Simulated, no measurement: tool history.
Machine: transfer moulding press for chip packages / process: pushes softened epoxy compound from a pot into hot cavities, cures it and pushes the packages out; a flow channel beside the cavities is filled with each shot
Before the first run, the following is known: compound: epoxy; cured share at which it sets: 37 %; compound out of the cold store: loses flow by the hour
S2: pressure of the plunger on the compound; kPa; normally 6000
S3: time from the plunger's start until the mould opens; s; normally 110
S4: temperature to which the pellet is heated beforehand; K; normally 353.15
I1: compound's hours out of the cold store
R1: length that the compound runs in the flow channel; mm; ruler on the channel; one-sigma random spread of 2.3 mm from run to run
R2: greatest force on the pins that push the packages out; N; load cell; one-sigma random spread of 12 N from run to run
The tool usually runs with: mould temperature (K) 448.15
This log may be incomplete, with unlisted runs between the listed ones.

Run 1, day 0.000: usual settings; I1 22.9. Result: R1 776 mm, R2 537 N.
Run 2, day 1.196: usual settings but mould temperature (K) 443.15; I1 38.6. Result: R1 728 mm, R2 731 N.
At day 1.538: cavities cleaned with cleaning compound and waxed.
Run 3, day 3.112: usual settings but S3 131 s; I1 19.9. Result: R1 788 mm, R2 440 N.
Run 4, day 5.067: usual settings but mould temperature (K) 445.15; I1 42.0. Result: R1 706 mm, R2 628 N.
At day 5.246: cavities cleaned with cleaning compound and waxed.
Run 5, day 6.146: usual settings but mould temperature (K) 456.15; I1 16.1. Result: R1 773 mm, R2 428 N.
At day 6.912: plunger's sealing rings changed.
Run 6, day 8.529: usual settings but mould temperature (K) 456.15; I1 28.2. Result: R1 722 mm, R2 434 N.
At day 8.992: cavities cleaned with cleaning compound and waxed.
Run 7, day 10.258: usual settings but mould temperature (K) 451.15; I1 37.5. Result: R1 701 mm, R2 481 N.
Run 8, day 12.388: usual settings but mould temperature (K) 451.15; I1 17.7. Result: R1 785 mm, R2 468 N.
At day 12.729: cavities cleaned with cleaning compound and waxed.
Run 9, day 14.658: usual settings but mould temperature (K) 441.15; I1 17.5. Result: R1 830 mm, R2 932 N.
At day 16.450: cavities cleaned with cleaning compound and waxed.
Run 10, day 16.546: usual settings; I1 14.0. Result: R1 816 mm, R2 558 N.
At day 16.917: plunger's sealing rings changed.
Run 11, day 18.458: usual settings but S3 127 s; I1 20.1. Result: R1 787 mm, R2 443 N.
At day 20.217: cavities cleaned with cleaning compound and waxed.
Run 12, day 20.462: usual settings but S3 127 s; I1 20.3. Result: R1 784 mm, R2 452 N.
Run 13, day 22.067: usual settings but S2 4560 kPa; I1 41.3. Result: R1 609 mm, R2 504 N.
Run 14, day 23.675: usual settings but S2 4560 kPa; I1 45.4. Result: R1 594 mm, R2 533 N.
At day 23.862: cavities cleaned with cleaning compound and waxed.
Run 15, day 26.171: usual settings but S2 4560 kPa; I1 44.7. Result: R1 596 mm, R2 503 N.
At day 26.871: plunger's sealing rings changed.
At day 27.662: cavities cleaned with cleaning compound and waxed.
Run 16, day 27.662: usual settings but mould temperature (K) 450.15, S2 6680 kPa, S3 100 s, S4 347.15 K; I1 39.1. Result: R1 736 mm, R2 525 N.
Run 17, day 29.154: usual settings but mould temperature (K) 450.15, S2 6970 kPa, S3 115 s, S4 347.15 K; I1 35.6. Result: R1 767 mm, R2 447 N.
Run 18, day 30.942: usual settings but mould temperature (K) 454.15, S2 6410 kPa, S3 109 s, S4 362.15 K; I1 15.2. Result: R1 810 mm, R2 424 N.
At day 31.433: cavities cleaned with cleaning compound and waxed.
Run 19, day 32.050: usual settings but mould temperature (K) 454.15, S2 6410 kPa, S3 109 s, S4 357.15 K; I1 28.5. Result: R1 751 mm, R2 424 N.
Run 20, day 33.262: usual settings but S2 5600 kPa, S3 145 s, S4 349.15 K; I1 20.9. Result: R1 756 mm, R2 413 N.
Run 21, day 34.350: usual settings but S2 5600 kPa, S3 145 s, S4 349.15 K; I1 29.1. Result: R1 722 mm, R2 418 N.
At day 35.158: cavities cleaned with cleaning compound and waxed.
At day 35.992: mould's thermocouples calibrated.
At day 37.083: plunger's sealing rings changed.
Run 22, day 37.083: usual settings but mould temperature (K) 441.15, S2 5600 kPa, S3 145 s, S4 349.15 K; I1 29.2. Result: R1 748 mm, R2 504 N.
At day 39.021: cavities cleaned with cleaning compound and waxed.
Run 23, day 39.558: usual settings but mould temperature (K) 441.15, S2 5600 kPa, S3 145 s, S4 349.15 K; I1 38.8. Result: R1 706 mm, R2 512 N.
Run 24, day 40.604: usual settings but mould temperature (K) 441.15, S2 5600 kPa, S3 145 s, S4 349.15 K; I1 18.1. Result: R1 798 mm, R2 540 N.
At day 42.658: cavities cleaned with cleaning compound and waxed.
Run 25, day 42.992: usual settings but S3 94 s; I1 25.1. Result: R1 765 mm, R2 673 N.
Run 26, day 44.233: usual settings but mould temperature (K) 450.15, S2 5820 kPa; I1 32.7. Result: R1 710 mm, R2 487 N.
Run 27, day 45.958: usual settings but mould temperature (K) 450.15, S2 5820 kPa; I1 20.9. Result: R1 758 mm, R2 480 N.

Predict each of these 4 candidate next runs independently; none follows another, all start after run 27:
At day 46.454: cavities cleaned with cleaning compound and waxed.
At day 47.108: plunger's sealing rings changed.
Run A, day 47.438: usual settings but mould temperature (K) 450.15, S2 7340 kPa; I1 31.5. Result: R1 ?, R2 ?.
At day 46.454: cavities cleaned with cleaning compound and waxed.
At day 47.108: plunger's sealing rings changed.
Run B, day 47.438: usual settings but S2 7270 kPa, S3 113 s; I1 9.3. Result: R1 ?, R2 ?.
At day 46.454: cavities cleaned with cleaning compound and waxed.
At day 47.108: plunger's sealing rings changed.
Run C, day 47.438: usual settings but mould temperature (K) 444.15, S2 5820 kPa, S3 106 s; I1 13.5. Result: R1 ?, R2 ?.
At day 46.454: cavities cleaned with cleaning compound and waxed.
At day 47.108: plunger's sealing rings changed.
Run D, day 47.438: usual settings but S2 5980 kPa, S3 135 s, S4 357.15 K; I1 32.5. Result: R1 ?, R2 ?.

run   R1   R2
  A  807  480
  B  922  522
  C  821  778
  D  730  430
Without the tool's hidden state the same runs would have given:
run   R1   R2
  A  807  478
  B  922  520
  C  821  775
  D  730  428

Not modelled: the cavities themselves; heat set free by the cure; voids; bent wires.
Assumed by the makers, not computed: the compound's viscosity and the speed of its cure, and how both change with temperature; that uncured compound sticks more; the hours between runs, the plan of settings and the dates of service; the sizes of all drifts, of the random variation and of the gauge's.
